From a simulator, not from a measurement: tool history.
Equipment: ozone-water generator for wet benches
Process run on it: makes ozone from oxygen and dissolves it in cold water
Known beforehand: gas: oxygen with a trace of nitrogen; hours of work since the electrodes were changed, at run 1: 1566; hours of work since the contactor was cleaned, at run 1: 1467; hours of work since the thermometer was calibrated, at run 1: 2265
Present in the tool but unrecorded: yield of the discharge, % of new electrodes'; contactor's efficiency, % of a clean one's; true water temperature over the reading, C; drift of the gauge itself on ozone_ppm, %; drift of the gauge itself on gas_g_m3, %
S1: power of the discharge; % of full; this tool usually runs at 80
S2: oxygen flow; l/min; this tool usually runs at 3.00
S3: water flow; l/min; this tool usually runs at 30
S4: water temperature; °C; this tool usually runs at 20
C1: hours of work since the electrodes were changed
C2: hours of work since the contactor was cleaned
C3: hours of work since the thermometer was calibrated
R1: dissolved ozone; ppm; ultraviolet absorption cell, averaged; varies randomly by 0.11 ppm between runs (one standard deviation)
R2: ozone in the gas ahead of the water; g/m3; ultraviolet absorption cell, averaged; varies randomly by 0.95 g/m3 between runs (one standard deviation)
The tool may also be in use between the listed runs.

run    hour  S1    S2  S3  S4    C1    C2    C3    R1     R2
  1     0.0  80  3.00  30  20  1566  1467  2265   8.7  160.5
  2    54.6  80  3.00  30  20  1617  1518  2316   8.9  161.9
  3   121.4  80  3.00  30  20  1679  1579  2378   8.9  161.2
  4   187.2  80  3.00  30  20  1739  1640  2438   8.9  160.8
  5   238.9  80  3.00  30  20  1787  1688  2486   8.7  160.4
  6   326.2  80  3.00  30  20  1868  1769  2567   8.7  160.5
      360.5  -- contactor cleaned
  7   388.2  80  3.00  30  20  1921    26  2620   8.7  161.7
  8   488.6  80  3.00  30  20  2014   118  2713   8.8  160.4
  9   578.3  80  3.00  24  20  2097   201  2796  11.1  161.1
 10   656.5  80  3.00  30  20  2169   273  2868   8.9  162.4
 11   714.5  51  3.00  30  20  2223   327  2922   6.7  120.0
 12   812.9  51  3.00  30  20  2314   418  3013   6.7  120.4
 13   905.0  51  3.00  30  20  2399   503  3098   6.5  121.3
 14   982.1  51  3.00  30  20  2470   574  3169   6.7  120.1
 15  1073.9  51  3.00  30  28  2555   659  3254   6.3  120.7
 16  1138.0  51  3.00  30  28  2614   718  3313   6.4  121.9
 17  1249.5  95  1.96  30  16  2717   821  3416   9.6  242.5
 18  1320.4  95  2.60  33  24  2783   887  3482   8.5  197.4
 19  1413.6  95  2.60  33  24  2869   973  3568   8.5  198.5
 20  1493.7  80  1.55  32  20  2943  1047  3642   7.5  253.4
 21  1566.8  80  1.55  32  20  3010  1114  3709   7.7  253.5
 22  1633.6  94  1.55  32  28  3072  1176  3771   8.3  278.0
 23  1718.4  86  3.45  30  14  3150  1254  3849   9.6  153.7
 24  1806.7  80  2.67  30  20  3232  1336  3931   8.7  175.6
 25  1858.8  80  5.00  24  20  3280  1384  3979  10.8  111.7
 26  1950.1  80  5.00  24  20  3364  1469  4063  10.9  112.2
 27  2027.5  80  5.00  24  20  3436  1540  4135  10.9  112.1
 28  2105.8  61  3.02  30  20  3508  1612  4207   7.3  135.2
 29  2185.0  80  3.31  30  20  3581  1686  4280   8.9  150.5
 30  2273.3  80  3.00  34  15  3663  1767  4362   8.0  161.0
     2309.2  -- contactor cleaned
 31  2353.4  80  2.00  34  24  3733    41  4432   7.3  212.0
 32  2434.9  98  2.00  31  24  3809   116  4508   8.9  240.7

How the hidden state differs across the entries between the runs, from the last listed run before each to the first after it:
Between runs 6 and 7: contactor cleaned (hour 360.5)
  contactor's efficiency, % of a clean one's: 99.9 -> 100
Between runs 30 and 31: contactor cleaned (hour 2309.2)
  contactor's efficiency, % of a clean one's: 99.9 -> 100
